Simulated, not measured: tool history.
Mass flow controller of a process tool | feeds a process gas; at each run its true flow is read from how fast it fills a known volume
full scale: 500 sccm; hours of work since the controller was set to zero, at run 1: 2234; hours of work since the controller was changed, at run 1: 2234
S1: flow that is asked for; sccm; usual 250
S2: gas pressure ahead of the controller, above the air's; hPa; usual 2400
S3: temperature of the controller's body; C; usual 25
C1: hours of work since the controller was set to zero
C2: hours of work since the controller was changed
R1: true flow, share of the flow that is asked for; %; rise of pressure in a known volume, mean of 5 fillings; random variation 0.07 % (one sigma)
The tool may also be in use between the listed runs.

run     hour   S1    S2  S3    C1    C2     R1
  1        0  250  2400  25  2234  2234  98.22
  2    202.5  250  2400  25  2319  2319  98.16
  3    378.2   70  2400  25  2392  2392  96.84
  4    695.7   70  2400  25  2525  2525  97.02
  5    868.3  250  1940  25  2597  2597   98.3
  6   1139.4  415  1940  25  2710  2710  99.34
  7   1450.2  250  2400  25  2840  2840  98.21
  8   1674.7  250  1970  25  2934  2934  98.23
  9   1931.7  250  1970  25  3041  3041  98.26
 10   2197.7  250  2400  22  3152  3152  98.32
 11   2493.7  181  2400  22  3276  3276   97.8
 12   2654.5  250  2400  25  3343  3343  98.07
 13   2822.9  250  2400  25  3413  3413   98.2
 14     3079  250  2400  22  3520  3520  98.26
 15   3422.4  250  2400  23  3664  3664  98.11
 16   3704.4  250  2400  23  3781  3781  98.21
 17   3881.7  250  2400  25  3855  3855  98.28
 18     4188  250  2400  25  3983  3983  98.08
 19   4548.1  250  2400  25  4134  4134  98.21
 20   4701.2  250  2400  25  4198  4198  98.18
 21   4922.7  250  2400  25  4290  4290  98.12
 22   5099.7  250  2400  25  4364  4364  98.12
 23   5347.1  250  2400  25  4467  4467  98.24
 24   5701.2  250  2410  36  4615  4615  97.77
 25   5924.4  250  1910  22  4708  4708  98.46
 26   6128.2  119  2510  34  4794  4794  96.81
 27   6320.4  217  1550  26  4874  4874  98.18
 28   6630.9   67  1430  27  5004  5004  97.25
 29   6945.1   67  1430  27  5135  5135  97.35
 30   7188.6   67  1430  27  5236  5236   97.3
 31   7380.3  230  2000  25  5317  5317  98.21
 32   7541.7  230  2000  30  5384  5384  97.86
 33     7855  230  2000  30  5515  5515  97.99
 34   8086.1  392  2400  32  5611  5611  98.78
 35   8250.6  109  1920  25  5680  5680   97.4
 36   8412.3  100  2400  32  5748  5748   96.9
 37   8716.4   90  2400  33  5875  5875  96.81
 38   9031.5   71  1920  29  6006  6006   97.1
      9350.1  -- controller exchanged for a calibrated one
 39   9386.4   71  1920  29    15    15   97.1
 40   9659.6   71  1920  29   129   129  97.15
 41   9965.5   71  1920  29   257   257   97.1
 42    10269  250  2400  34   384   384  97.79
 43  10488.5  202  2550  28   475   475  97.72
 44  10787.7  202  2550  28   600   600  97.72
 45  11041.7  202  2550  28   706   706  97.62
 46  11323.6  202  2550  28   824   824  97.61

Forecast each of these 5 alternatives for the next run:
  A  11617.3  202  2550  32  947  947   ?
  B  11617.3  326  2400  34  947  947   ?
  C  11617.3  202  2440  28  947  947   ?
  D  11617.3  100  2010  37  947  947   ?
  E  11617.3  250  2400  30  947  947   ?

run     R1
  A  97.49
  B  98.35
  C  97.67
  D   96.9
  E  97.94
Without the tool's hidden state the same runs would have given:
run     R1
  A  97.49
  B  98.35
  C  97.67
  D   96.9
  E  97.95
